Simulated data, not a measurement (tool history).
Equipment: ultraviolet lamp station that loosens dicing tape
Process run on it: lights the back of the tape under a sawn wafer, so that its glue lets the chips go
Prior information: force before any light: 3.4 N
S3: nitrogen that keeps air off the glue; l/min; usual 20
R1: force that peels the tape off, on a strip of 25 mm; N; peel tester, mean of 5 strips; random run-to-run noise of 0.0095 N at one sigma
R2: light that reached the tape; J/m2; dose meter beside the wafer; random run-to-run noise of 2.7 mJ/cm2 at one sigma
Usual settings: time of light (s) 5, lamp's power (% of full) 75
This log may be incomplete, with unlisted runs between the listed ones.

Run 1, hour 0.0: usual settings. Result: R1 0.576 N, R2 2840 J/m2.
Run 2, hour 54.2: usual settings. Result: R1 0.592 N, R2 2810 J/m2.
Run 3, hour 97.0: usual settings but lamp's power (% of full) 72. Result: R1 0.637 N, R2 2620 J/m2.
Run 4, hour 160.2: usual settings but lamp's power (% of full) 91. Result: R1 0.478 N, R2 3290 J/m2.
Run 5, hour 225.6: usual settings. Result: R1 0.646 N, R2 2650 J/m2.
At hour 290.1: window cleaned of glue's vapour.
Run 6, hour 290.1: usual settings. Result: R1 0.735 N, R2 2450 J/m2.
Run 7, hour 350.8: usual settings but time of light (s) 4. Result: R1 0.936 N, R2 1940 J/m2.
Run 8, hour 404.3: usual settings but S3 26 l/min. Result: R1 0.711 N, R2 2340 J/m2.
Run 9, hour 458.5: usual settings. Result: R1 0.787 N, R2 2290 J/m2.
Run 10, hour 490.5: usual settings but lamp's power (% of full) 83. Result: R1 0.700 N, R2 2540 J/m2.
Run 11, hour 525.8: usual settings but lamp's power (% of full) 83. Result: R1 0.726 N, R2 2490 J/m2.
Run 12, hour 571.7: usual settings but lamp's power (% of full) 98. Result: R1 0.559 N, R2 2890 J/m2.
Run 13, hour 641.1: usual settings but lamp's power (% of full) 98. Result: R1 0.588 N, R2 2800 J/m2.
Run 14, hour 683.0: usual settings. Result: R1 0.881 N, R2 2170 J/m2.
At hour 722.9: window cleaned of glue's vapour, once more.
Run 15, hour 730.9: usual settings. Result: R1 0.637 N, R2 2670 J/m2.
Run 16, hour 761.6: usual settings but time of light (s) 7. Result: R1 0.396 N, R2 3700 J/m2.
Run 17, hour 809.3: usual settings but time of light (s) 7. Result: R1 0.406 N, R2 3670 J/m2.
Run 18, hour 843.0: usual settings but time of light (s) 7. Result: R1 0.422 N, R2 3610 J/m2.
Run 19, hour 902.7: usual settings but time of light (s) 4, lamp's power (% of full) 63, S3 17 l/min. Result: R1 1.118 N, R2 1690 J/m2.
Run 20, hour 950.4: usual settings but time of light (s) 4, lamp's power (% of full) 63, S3 17 l/min. Result: R1 1.143 N, R2 1700 J/m2.
Run 21, hour 983.9: usual settings but time of light (s) 6, lamp's power (% of full) 63. Result: R1 0.741 N, R2 2470 J/m2.
Run 22, hour 1036.9: usual settings but time of light (s) 8. Result: R1 0.388 N, R2 3860 J/m2.
Run 23, hour 1086.0: usual settings but time of light (s) 9, S3 27 l/min. Result: R1 0.313 N, R2 4260 J/m2.
Run 24, hour 1125.9: usual settings but time of light (s) 9, S3 27 l/min. Result: R1 0.317 N, R2 4200 J/m2.
At hour 1162.4: lamp changed.
Run 25, hour 1196.8: usual settings but time of light (s) 7, S3 8 l/min. Result: R1 0.410 N, R2 4660 J/m2.
Run 26, hour 1255.0: usual settings but time of light (s) 2, lamp's power (% of full) 84, S3 8 l/min. Result: R1 1.596 N, R2 1480 J/m2.
At hour 1280.2: window cleaned of glue's vapour.
Run 27, hour 1316.8: usual settings but time of light (s) 9, lamp's power (% of full) 62, S3 23 l/min. Result: R1 0.254 N, R2 5350 J/m2.
Run 28, hour 1389.6: usual settings but time of light (s) 4, S3 21 l/min. Result: R1 0.610 N, R2 2830 J/m2.
Run 29, hour 1456.8: usual settings but lamp's power (% of full) 67, S3 8 l/min. Result: R1 0.741 N, R2 3130 J/m2.
Run 30, hour 1496.2: usual settings but lamp's power (% of full) 74. Result: R1 0.492 N, R2 3330 J/m2.
Run 31, hour 1567.5: usual settings but lamp's power (% of full) 63, S3 11 l/min. Result: R1 0.748 N, R2 2790 J/m2.
Run 32, hour 1630.7: usual settings but lamp's power (% of full) 63, S3 11 l/min. Result: R1 0.786 N, R2 2750 J/m2.
Run 33, hour 1687.1: usual settings but lamp's power (% of full) 63, S3 11 l/min. Result: R1 0.800 N, R2 2670 J/m2.
Run 34, hour 1760.7: usual settings but time of light (s) 3, S3 13 l/min. Result: R1 1.155 N, R2 1840 J/m2.
Run 35, hour 1822.0: usual settings. Result: R1 0.554 N, R2 3090 J/m2.
At hour 1837.0: window cleaned of glue's vapour.
Run 36, hour 1896.2: usual settings. Result: R1 0.464 N, R2 3450 J/m2.

Below are 3 alternative next runs, each starting from the tool's condition after run 36. Predict each:
Run A, hour 1940.4: usual settings but lamp's power (% of full) 92, S3 7 l/min. Result: R1 ?, R2 ?.
Run B, hour 1940.4: usual settings. Result: R1 ?, R2 ?.
Run C, hour 1940.4: usual settings but lamp's power (% of full) 74. Result: R1 ?, R2 ?.

run     R1    R2
  A  0.542  4120
  B  0.494  3300
  C  0.493  3230
Stripped of hidden state, with their random variation kept, the same runs would have yielded:
run     R1    R2
  A  0.462  4620
  B  0.421  3720
  C  0.421  3630

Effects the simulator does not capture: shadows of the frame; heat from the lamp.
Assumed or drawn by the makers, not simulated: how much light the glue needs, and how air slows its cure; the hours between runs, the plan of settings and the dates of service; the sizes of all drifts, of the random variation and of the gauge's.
